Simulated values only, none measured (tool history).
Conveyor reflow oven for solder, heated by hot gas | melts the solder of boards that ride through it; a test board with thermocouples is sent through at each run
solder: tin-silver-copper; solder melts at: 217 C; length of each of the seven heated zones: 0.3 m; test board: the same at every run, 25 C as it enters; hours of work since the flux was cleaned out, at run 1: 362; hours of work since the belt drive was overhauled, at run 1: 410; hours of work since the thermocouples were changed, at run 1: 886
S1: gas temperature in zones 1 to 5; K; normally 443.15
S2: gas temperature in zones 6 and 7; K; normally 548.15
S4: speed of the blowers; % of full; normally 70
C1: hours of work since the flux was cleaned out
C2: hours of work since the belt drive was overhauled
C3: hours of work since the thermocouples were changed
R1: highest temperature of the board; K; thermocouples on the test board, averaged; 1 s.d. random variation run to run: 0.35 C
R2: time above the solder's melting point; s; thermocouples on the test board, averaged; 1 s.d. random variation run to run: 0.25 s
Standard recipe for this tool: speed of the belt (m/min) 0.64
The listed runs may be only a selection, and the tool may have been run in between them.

{"run": 1, "day": 0.0, "S1": 443.15, "S2": 548.15, "speed of the belt (m/min)": 0.64, "S4": 70, "C1": 362, "C2": 410, "C3": 886, "R1": 525.85, "R2": 40.1}
{"run": 2, "day": 1.929, "S1": 443.15, "S2": 548.15, "speed of the belt (m/min)": 0.64, "S4": 84, "C1": 394, "C2": 442, "C3": 918, "R1": 528.75, "R2": 42.3}
{"run": 3, "day": 3.367, "S1": 443.15, "S2": 548.15, "speed of the belt (m/min)": 0.64, "S4": 84, "C1": 418, "C2": 466, "C3": 942, "R1": 529.75, "R2": 42.7}
{"day": 3.842, "done": "flux residue cleaned out of gas plates and filters"}
{"run": 4, "day": 5.642, "S1": 443.15, "S2": 548.15, "speed of the belt (m/min)": 0.64, "S4": 84, "C1": 30, "C2": 501, "C3": 977, "R1": 529.45, "R2": 42.6}
{"run": 5, "day": 7.429, "S1": 443.15, "S2": 548.15, "speed of the belt (m/min)": 0.64, "S4": 64, "C1": 60, "C2": 530, "C3": 1007, "R1": 523.35, "R2": 38.6}
{"run": 6, "day": 9.029, "S1": 443.15, "S2": 548.15, "speed of the belt (m/min)": 0.64, "S4": 64, "C1": 87, "C2": 557, "C3": 1033, "R1": 524.05, "R2": 38.9}
{"day": 11.421, "done": "thermocouples of zones 6 and 7 changed"}
{"run": 7, "day": 11.938, "S1": 443.15, "S2": 548.15, "speed of the belt (m/min)": 0.64, "S4": 71, "C1": 134, "C2": 605, "C3": 9, "R1": 526.05, "R2": 40.2}
{"run": 8, "day": 14.317, "S1": 443.15, "S2": 548.15, "speed of the belt (m/min)": 0.64, "S4": 71, "C1": 174, "C2": 644, "C3": 48, "R1": 526.05, "R2": 40.2}
{"run": 9, "day": 15.608, "S1": 443.15, "S2": 548.15, "speed of the belt (m/min)": 0.64, "S4": 71, "C1": 196, "C2": 666, "C3": 70, "R1": 526.05, "R2": 39.4}
{"run": 10, "day": 17.8, "S1": 443.15, "S2": 548.15, "speed of the belt (m/min)": 0.64, "S4": 70, "C1": 232, "C2": 703, "C3": 107, "R1": 525.15, "R2": 40.6}
{"run": 11, "day": 19.542, "S1": 443.15, "S2": 548.15, "speed of the belt (m/min)": 0.629, "S4": 70, "C1": 261, "C2": 732, "C3": 136, "R1": 526.55, "R2": 41.4}
{"run": 12, "day": 21.883, "S1": 443.15, "S2": 548.15, "speed of the belt (m/min)": 0.629, "S4": 70, "C1": 301, "C2": 771, "C3": 175, "R1": 526.25, "R2": 41.5}
{"run": 13, "day": 24.554, "S1": 443.15, "S2": 548.15, "speed of the belt (m/min)": 0.629, "S4": 70, "C1": 345, "C2": 816, "C3": 220, "R1": 525.85, "R2": 41.2}
{"run": 14, "day": 26.775, "S1": 443.15, "S2": 548.15, "speed of the belt (m/min)": 0.629, "S4": 70, "C1": 383, "C2": 853, "C3": 257, "R1": 526.35, "R2": 41}
{"run": 15, "day": 28.867, "S1": 443.15, "S2": 548.15, "speed of the belt (m/min)": 0.629, "S4": 70, "C1": 418, "C2": 888, "C3": 292, "R1": 526.15, "R2": 41.2}
{"day": 29.354, "done": "flux residue cleaned out of gas plates and filters"}
{"run": 16, "day": 31.088, "S1": 443.15, "S2": 548.15, "speed of the belt (m/min)": 0.629, "S4": 70, "C1": 29, "C2": 922, "C3": 326, "R1": 526.15, "R2": 41.2}
{"run": 17, "day": 34.046, "S1": 439.15, "S2": 538.15, "speed of the belt (m/min)": 0.729, "S4": 53, "C1": 79, "C2": 971, "C3": 375, "R1": 504.35, "R2": 18}
{"run": 18, "day": 35.683, "S1": 443.15, "S2": 561.15, "speed of the belt (m/min)": 0.64, "S4": 58, "C1": 106, "C2": 999, "C3": 403, "R1": 531.75, "R2": 43.3}
{"run": 19, "day": 36.975, "S1": 443.15, "S2": 561.15, "speed of the belt (m/min)": 0.64, "S4": 62, "C1": 128, "C2": 1020, "C3": 424, "R1": 533.65, "R2": 44.1}
{"run": 20, "day": 38.6, "S1": 443.15, "S2": 540.15, "speed of the belt (m/min)": 0.537, "S4": 81, "C1": 155, "C2": 1048, "C3": 452, "R1": 526.65, "R2": 50.7}
{"run": 21, "day": 41.071, "S1": 444.15, "S2": 540.15, "speed of the belt (m/min)": 0.617, "S4": 81, "C1": 196, "C2": 1089, "C3": 493, "R1": 523.85, "R2": 41.4}
{"run": 22, "day": 43.729, "S1": 428.15, "S2": 546.15, "speed of the belt (m/min)": 0.602, "S4": 73, "C1": 241, "C2": 1133, "C3": 538, "R1": 524.45, "R2": 38.5}
{"run": 23, "day": 46.433, "S1": 443.15, "S2": 541.15, "speed of the belt (m/min)": 0.512, "S4": 70, "C1": 286, "C2": 1179, "C3": 583, "R1": 526.65, "R2": 53}
{"run": 24, "day": 47.862, "S1": 443.15, "S2": 560.15, "speed of the belt (m/min)": 0.739, "S4": 58, "C1": 310, "C2": 1203, "C3": 607, "R1": 523.25, "R2": 32.5}
{"run": 25, "day": 49.554, "S1": 443.15, "S2": 560.15, "speed of the belt (m/min)": 0.739, "S4": 58, "C1": 338, "C2": 1231, "C3": 635, "R1": 523.55, "R2": 32.6}
{"run": 26, "day": 51.583, "S1": 443.15, "S2": 560.15, "speed of the belt (m/min)": 0.739, "S4": 58, "C1": 372, "C2": 1265, "C3": 669, "R1": 523.95, "R2": 32.4}
{"day": 52.75, "done": "belt drive overhauled, speed set with a stopwatch"}
{"run": 27, "day": 54.321, "S1": 443.15, "S2": 560.15, "speed of the belt (m/min)": 0.739, "S4": 58, "C1": 415, "C2": 26, "C3": 712, "R1": 523.05, "R2": 31.7}
{"day": 54.896, "done": "flux residue cleaned out of gas plates and filters"}
{"run": 28, "day": 56.008, "S1": 436.15, "S2": 560.15, "speed of the belt (m/min)": 0.656, "S4": 58, "C1": 19, "C2": 51, "C3": 737, "R1": 528.45, "R2": 38}

5 ways to go on from here, each from the tool as it stands after run 28. What would each give?
{"run": "A", "day": 58.138, "S1": 443.15, "S2": 548.15, "speed of the belt (m/min)": 0.64, "S4": 67, "C1": 54, "C2": 87, "C3": 773, "R1": "?", "R2": "?"}
{"run": "B", "day": 58.138, "S1": 443.15, "S2": 548.15, "speed of the belt (m/min)": 0.64, "S4": 65, "C1": 54, "C2": 87, "C3": 773, "R1": "?", "R2": "?"}
{"run": "C", "day": 58.138, "S1": 436.15, "S2": 544.15, "speed of the belt (m/min)": 0.714, "S4": 50, "C1": 54, "C2": 87, "C3": 773, "R1": "?", "R2": "?"}
{"run": "D", "day": 58.138, "S1": 441.15, "S2": 548.15, "speed of the belt (m/min)": 0.631, "S4": 58, "C1": 54, "C2": 87, "C3": 773, "R1": "?", "R2": "?"}
{"run": "E", "day": 58.138, "S1": 432.15, "S2": 552.15, "speed of the belt (m/min)": 0.64, "S4": 70, "C1": 54, "C2": 87, "C3": 773, "R1": "?", "R2": "?"}

run=A R1=524.15 R2=39.9
run=B R1=524.05 R2=38.5
run=C R1=507.35 R2=20.5
run=D R1=521.45 R2=37.1
run=E R1=525.75 R2=37.8
Stripped of hidden state, with their random variation kept, the same runs would have yielded:
run=A R1=524.15 R2=39.9
run=B R1=524.05 R2=38.5
run=C R1=507.35 R2=20.5
run=D R1=521.45 R2=37.1
run=E R1=525.75 R2=37.8

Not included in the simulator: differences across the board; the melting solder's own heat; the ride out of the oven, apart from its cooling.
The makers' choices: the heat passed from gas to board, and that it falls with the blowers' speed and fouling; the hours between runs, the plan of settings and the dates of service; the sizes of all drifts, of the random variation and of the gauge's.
